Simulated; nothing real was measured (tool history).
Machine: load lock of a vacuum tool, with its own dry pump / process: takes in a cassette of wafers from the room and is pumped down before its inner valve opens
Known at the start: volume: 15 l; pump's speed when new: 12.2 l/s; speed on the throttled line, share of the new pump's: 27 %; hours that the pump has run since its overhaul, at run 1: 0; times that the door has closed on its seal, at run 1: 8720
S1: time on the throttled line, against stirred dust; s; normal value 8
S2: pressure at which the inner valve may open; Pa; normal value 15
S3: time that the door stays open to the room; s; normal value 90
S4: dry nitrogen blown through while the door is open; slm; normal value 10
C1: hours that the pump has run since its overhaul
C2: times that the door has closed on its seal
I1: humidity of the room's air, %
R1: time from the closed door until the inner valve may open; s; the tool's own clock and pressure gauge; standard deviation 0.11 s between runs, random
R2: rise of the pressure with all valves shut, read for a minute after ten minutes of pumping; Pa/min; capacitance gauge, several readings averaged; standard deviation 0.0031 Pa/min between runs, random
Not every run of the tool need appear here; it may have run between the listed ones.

run 1 hour=0 | S1=8 S2=15 S3=90 S4=10 | C1=0 C2=8720 | I1=45.7 | R1=16.9 R2=0.106
run 2 hour=297.5 | S1=8 S2=15 S3=90 S4=10 | C1=298 C2=9025 | I1=47.2 | R1=16.9 R2=0.106
run 3 hour=708.2 | S1=8 S2=15 S3=90 S4=10 | C1=708 C2=9446 | I1=42.2 | R1=16.6 R2=0.106
run 4 hour=1004 | S1=8 S2=15 S3=59 S4=10 | C1=1004 C2=9750 | I1=49.7 | R1=16.8 R2=0.109
run 5 hour=1350.1 | S1=8 S2=15 S3=59 S4=10 | C1=1350 C2=10105 | I1=45 | R1=16.9 R2=0.108
run 6 hour=1762.6 | S1=8 S2=15 S3=26 S4=10 | C1=1763 C2=10528 | I1=44.9 | R1=16.7 R2=0.096
run 7 hour=2264.6 | S1=8 S2=15 S3=90 S4=10 | C1=2265 C2=11043 | I1=45.4 | R1=17 R2=0.121
run 8 hour=2846.2 | S1=8 S2=15 S3=90 S4=6 | C1=2846 C2=11639 | I1=47.1 | R1=17.2 R2=0.132
run 9 hour=3151.4 | S1=8 S2=15 S3=90 S4=6 | C1=3151 C2=11952 | I1=43.1 | R1=17.2 R2=0.125
run 10 hour=3670.8 | S1=8 S2=25 S3=90 S4=10 | C1=3671 C2=12485 | I1=42 | R1=16.3 R2=0.125
run 11 hour=4300.6 | S1=8 S2=15 S3=90 S4=29 | C1=4301 C2=13131 | I1=44.7 | R1=17.1 R2=0.117
run 12 hour=4609.8 | S1=8 S2=15 S3=191 S4=41 | C1=4610 C2=13448 | I1=43.8 | R1=17.3 R2=0.122
run 13 hour=5256.8 | S1=12 S2=27 S3=191 S4=41 | C1=5257 C2=14111 | I1=47.4 | R1=19.3 R2=0.118
run 14 hour=5811.7 | S1=8 S2=13 S3=90 S4=14 | C1=5812 C2=14680 | I1=45.6 | R1=17.4 R2=0.137
run 15 hour=6327.9 | S1=8 S2=13 S3=90 S4=14 | C1=6328 C2=15210 | I1=47.6 | R1=17.5 R2=0.14
run 16 hour=6772.1 | S1=8 S2=13 S3=90 S4=14 | C1=6772 C2=15665 | I1=46.1 | R1=17.7 R2=0.139
run 17 hour=7287.9 | S1=8 S2=13 S3=90 S4=14 | C1=7288 C2=16194 | I1=42.6 | R1=17.6 R2=0.141
run 18 hour=7770.4 | S1=5 S2=16 S3=63 S4=25 | C1=7770 C2=16689 | I1=46.8 | R1=15.3 R2=0.13
run 19 hour=8170.4 | S1=6 S2=16 S3=63 S4=25 | C1=8170 C2=17099 | I1=48.1 | R1=16 R2=0.132

Each row is a separate what-if for the run after 19, all from the same tool condition, not one after another. Results?
run A hour=8588.8 | S1=8 S2=16 S3=67 S4=14 | C1=8589 C2=17528 | I1=51.7 | R1=? R2=?
run B hour=8588.8 | S1=5 S2=16 S3=63 S4=25 | C1=8589 C2=17528 | I1=45.5 | R1=? R2=?
run C hour=8588.8 | S1=12 S2=15 S3=90 S4=10 | C1=8589 C2=17528 | I1=44.4 | R1=? R2=?
run D hour=8588.8 | S1=6 S2=24 S3=90 S4=10 | C1=8589 C2=17528 | I1=49.5 | R1=? R2=?

run=A R1=17.6 R2=0.155
run=B R1=15.5 R2=0.133
run=C R1=20.5 R2=0.155
run=D R1=15.6 R2=0.165
What these runs would have given with no unlogged condition in the tool:
run=A R1=16.7 R2=0.07
run=B R1=14.6 R2=0.049
run=C R1=19.7 R2=0.069
run=D R1=14.7 R2=0.078

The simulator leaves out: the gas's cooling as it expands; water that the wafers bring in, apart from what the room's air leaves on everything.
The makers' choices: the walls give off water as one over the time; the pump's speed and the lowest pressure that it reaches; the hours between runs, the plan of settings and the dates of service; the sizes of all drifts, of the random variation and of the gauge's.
